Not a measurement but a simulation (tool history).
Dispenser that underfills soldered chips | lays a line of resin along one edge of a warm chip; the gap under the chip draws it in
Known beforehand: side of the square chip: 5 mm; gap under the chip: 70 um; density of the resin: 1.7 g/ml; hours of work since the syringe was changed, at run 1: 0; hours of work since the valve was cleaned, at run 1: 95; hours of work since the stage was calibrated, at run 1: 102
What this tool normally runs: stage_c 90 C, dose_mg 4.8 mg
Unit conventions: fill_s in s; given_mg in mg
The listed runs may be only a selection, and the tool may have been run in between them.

run	hour	stage_c	dose_mg	hours of work since the syringe was changed	hours of work since the valve was cleaned	hours of work since the stage was calibrated	fill_s	given_mg
1	0	90	4.8	0	95	102	13.9	4.54
# hour 12.3: new syringe of resin
2	12.3	90	4.8	0	104	111	13.8	4.6
3	21	90	4.8	7	110	117	19.7	4.47
# hour 24.9: new syringe of resin
4	27.4	90	5.82	2	115	122	15.9	5.47
# hour 37.8: new syringe of resin
5	37.8	90	4.8	0	122	129	14.6	4.53
6	45.2	90	4.8	6	128	135	19.1	4.45
# hour 50.4: new syringe of resin
7	55	79	4.8	3	135	142	24.4	4.42
8	61.4	90	4.6	8	140	147	22.3	4.28
# hour 63.4: new syringe of resin
9	73.6	90	4.6	8	149	156	21.9	4.21
# hour 75.7: dispensing valve cleaned and set on the balance
# hour 77.2: new syringe of resin
10	84.9	90	4.6	6	7	163	18.6	4.52
# hour 90.3: new syringe of resin
11	94	90	4.69	3	13	170	15.9	4.74
12	99.6	90	4.47	7	18	174	20.7	4.51
# hour 102.8: new syringe of resin
13	107.1	78	4.31	3	23	179	25.7	4.24
# hour 115.6: new syringe of resin
14	117.8	79	5.12	2	31	187	22	5.05
15	124.3	95	4.91	6	36	192	16.5	4.83
# hour 128.6: new syringe of resin
16	132.8	90	4.51	3	42	198	16.7	4.41
17	138.7	102	5.87	8	46	203	13.7	5.72

The next listed run, before its measurement:
# hour 141.9: new syringe of resin
18	145.3	101	6.16	3	51	207	?	?

{"run 18": {"fill_s": 11, "given_mg": 6.07}}
Minus the tool's unlogged condition, the same run would have read fill_s 9.6 s, given_mg 6.25 mg.
